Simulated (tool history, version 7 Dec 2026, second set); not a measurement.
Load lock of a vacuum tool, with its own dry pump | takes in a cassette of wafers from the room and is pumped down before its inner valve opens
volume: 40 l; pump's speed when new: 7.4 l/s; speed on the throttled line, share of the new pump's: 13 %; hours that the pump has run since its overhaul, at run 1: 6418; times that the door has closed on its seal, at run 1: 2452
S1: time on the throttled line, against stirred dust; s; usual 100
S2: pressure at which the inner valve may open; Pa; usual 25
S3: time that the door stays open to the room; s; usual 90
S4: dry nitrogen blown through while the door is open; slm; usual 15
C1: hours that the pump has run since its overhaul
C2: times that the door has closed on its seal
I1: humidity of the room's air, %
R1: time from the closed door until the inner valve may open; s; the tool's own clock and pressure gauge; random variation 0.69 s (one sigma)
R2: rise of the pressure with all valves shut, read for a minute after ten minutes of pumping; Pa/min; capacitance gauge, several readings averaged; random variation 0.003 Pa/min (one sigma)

{"run": 1, "hour": 0.0, "S1": 100, "S2": 25, "S3": 90, "S4": 15, "C1": 6418, "C2": 2452, "I1": 43.9, "R1": 134.2, "R2": 0.049}
{"run": 2, "hour": 140.3, "S1": 100, "S2": 25, "S3": 90, "S4": 15, "C1": 6558, "C2": 2636, "I1": 45.3, "R1": 135.0, "R2": 0.043}
{"run": 3, "hour": 448.7, "S1": 100, "S2": 19, "S3": 90, "S4": 15, "C1": 6866, "C2": 3042, "I1": 43.3, "R1": 136.1, "R2": 0.044}
{"run": 4, "hour": 654.2, "S1": 100, "S2": 19, "S3": 90, "S4": 15, "C1": 7072, "C2": 3312, "I1": 44.5, "R1": 137.2, "R2": 0.049}
{"run": 5, "hour": 877.2, "S1": 100, "S2": 29, "S3": 90, "S4": 15, "C1": 7295, "C2": 3605, "I1": 48.6, "R1": 133.4, "R2": 0.051}
{"run": 6, "hour": 1104.3, "S1": 100, "S2": 29, "S3": 90, "S4": 15, "C1": 7522, "C2": 3903, "I1": 44.0, "R1": 133.9, "R2": 0.056}
{"run": 7, "hour": 1390.1, "S1": 100, "S2": 29, "S3": 90, "S4": 15, "C1": 7808, "C2": 4279, "I1": 43.0, "R1": 134.0, "R2": 0.048}
{"run": 8, "hour": 1539.1, "S1": 136, "S2": 25, "S3": 90, "S4": 15, "C1": 7957, "C2": 4475, "I1": 48.1, "R1": 167.3, "R2": 0.053}
{"run": 9, "hour": 1830.7, "S1": 136, "S2": 25, "S3": 90, "S4": 15, "C1": 8248, "C2": 4858, "I1": 48.3, "R1": 165.8, "R2": 0.055}
{"run": 10, "hour": 2078.4, "S1": 200, "S2": 25, "S3": 90, "S4": 15, "C1": 8496, "C2": 5183, "I1": 41.5, "R1": 222.0, "R2": 0.048}
{"run": 11, "hour": 2352.6, "S1": 200, "S2": 25, "S3": 90, "S4": 15, "C1": 8770, "C2": 5544, "I1": 43.9, "R1": 220.8, "R2": 0.053}
{"run": 12, "hour": 2476.9, "S1": 200, "S2": 25, "S3": 90, "S4": 15, "C1": 8895, "C2": 5707, "I1": 44.3, "R1": 221.5, "R2": 0.051}
{"run": 13, "hour": 2701.4, "S1": 100, "S2": 25, "S3": 90, "S4": 15, "C1": 9119, "C2": 6002, "I1": 43.4, "R1": 134.7, "R2": 0.052}
{"run": 14, "hour": 2888.9, "S1": 100, "S2": 25, "S3": 90, "S4": 15, "C1": 9307, "C2": 6248, "I1": 44.4, "R1": 135.6, "R2": 0.048}
{"run": 15, "hour": 3141.4, "S1": 100, "S2": 25, "S3": 90, "S4": 32, "C1": 9559, "C2": 6580, "I1": 43.7, "R1": 136.4, "R2": 0.041}
{"run": 16, "hour": 3301.1, "S1": 100, "S2": 25, "S3": 90, "S4": 32, "C1": 9719, "C2": 6790, "I1": 43.3, "R1": 135.5, "R2": 0.04}
{"run": 17, "hour": 3586.9, "S1": 100, "S2": 25, "S3": 90, "S4": 42, "C1": 10005, "C2": 7165, "I1": 43.6, "R1": 135.9, "R2": 0.032}
{"run": 18, "hour": 3823.2, "S1": 100, "S2": 25, "S3": 90, "S4": 42, "C1": 10241, "C2": 7476, "I1": 44.7, "R1": 135.8, "R2": 0.038}
{"run": 19, "hour": 4051.2, "S1": 100, "S2": 25, "S3": 90, "S4": 42, "C1": 10469, "C2": 7776, "I1": 44.6, "R1": 135.1, "R2": 0.037}
{"run": 20, "hour": 4288.8, "S1": 63, "S2": 31, "S3": 100, "S4": 7, "C1": 10707, "C2": 8088, "I1": 45.1, "R1": 102.4, "R2": 0.076}
{"run": 21, "hour": 4570.3, "S1": 100, "S2": 25, "S3": 82, "S4": 15, "C1": 10988, "C2": 8458, "I1": 42.4, "R1": 135.5, "R2": 0.051}
{"run": 22, "hour": 4840.4, "S1": 107, "S2": 27, "S3": 90, "S4": 15, "C1": 11258, "C2": 8813, "I1": 42.9, "R1": 141.9, "R2": 0.06}
{"run": 23, "hour": 5065.0, "S1": 50, "S2": 39, "S3": 30, "S4": 44, "C1": 11483, "C2": 9108, "I1": 48.9, "R1": 90.2, "R2": 0.03}
{"run": 24, "hour": 5254.0, "S1": 53, "S2": 25, "S3": 90, "S4": 9, "C1": 11672, "C2": 9356, "I1": 43.7, "R1": 96.6, "R2": 0.069}

The next listed run, before its measurement:
{"run": 25, "hour": 5487.2, "S1": 53, "S2": 25, "S3": 90, "S4": 9, "C1": 11905, "C2": 9663, "I1": 43.4, "R1": "?", "R2": "?"}

R1: 95.2 s
R2: 0.075 Pa/min
Without the tool's hidden state the same run would have given R1 90.3 s, R2 0.056 Pa/min.

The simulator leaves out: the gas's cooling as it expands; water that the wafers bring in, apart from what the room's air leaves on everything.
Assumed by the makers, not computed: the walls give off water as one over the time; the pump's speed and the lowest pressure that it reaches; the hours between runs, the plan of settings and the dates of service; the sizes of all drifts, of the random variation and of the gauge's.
